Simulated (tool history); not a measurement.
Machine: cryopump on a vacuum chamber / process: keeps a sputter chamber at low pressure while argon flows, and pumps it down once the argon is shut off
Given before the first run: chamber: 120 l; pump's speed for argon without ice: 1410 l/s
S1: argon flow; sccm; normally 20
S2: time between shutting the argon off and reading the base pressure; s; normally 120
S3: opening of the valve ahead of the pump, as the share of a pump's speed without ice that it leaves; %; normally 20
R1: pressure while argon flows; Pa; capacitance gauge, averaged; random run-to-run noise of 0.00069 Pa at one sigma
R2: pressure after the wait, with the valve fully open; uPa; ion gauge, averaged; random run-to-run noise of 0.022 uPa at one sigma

| run | hour | S1 | S2 | S3 | R1 | R2 |
|---|---|---|---|---|---|---|
| 1 | 0.0 | 20 | 120 | 20 | 0.1209 | 1.17 |
| 2 | 17.4 | 20 | 120 | 20 | 0.1206 | 1.20 |
| 3 | 34.6 | 38 | 120 | 20 | 0.2311 | 1.14 |
| 4 | 42.9 | 38 | 120 | 20 | 0.2309 | 1.17 |
| 5 | 55.5 | 38 | 120 | 20 | 0.2302 | 1.13 |
| 6 | 74.0 | 38 | 120 | 20 | 0.2303 | 1.18 |
| 7 | 84.7 | 38 | 120 | 20 | 0.2309 | 1.17 |
| 8 | 96.6 | 38 | 120 | 20 | 0.2299 | 1.17 |
| 9 | 116.5 | 38 | 120 | 20 | 0.2304 | 1.18 |
| 10 | 128.7 | 38 | 120 | 20 | 0.2313 | 1.20 |
| 11 | 147.5 | 38 | 120 | 20 | 0.2305 | 1.20 |
| 12 | 166.7 | 38 | 120 | 20 | 0.2336 | 1.22 |
| 13 | 186.1 | 38 | 120 | 20 | 0.2304 | 1.23 |
| 14 | 205.6 | 15 | 120 | 35 | 0.0527 | 1.17 |
| 15 | 219.2 | 32 | 77 | 20 | 0.1952 | 1.48 |
| 16 | 230.8 | 27 | 173 | 39 | 0.0861 | 1.17 |
| 17 | 243.0 | 27 | 173 | 54 | 0.0625 | 1.10 |

Run 18 is up next; what results do you expect?
| 18 | 257.2 | 14 | 120 | 36 | ? | ? |

R1: 0.0484 Pa
R2: 1.21 uPa
Were there no unlogged condition in the tool, this run, its random variation unchanged, would have produced R1 0.0469 Pa, R2 0.62 uPa.
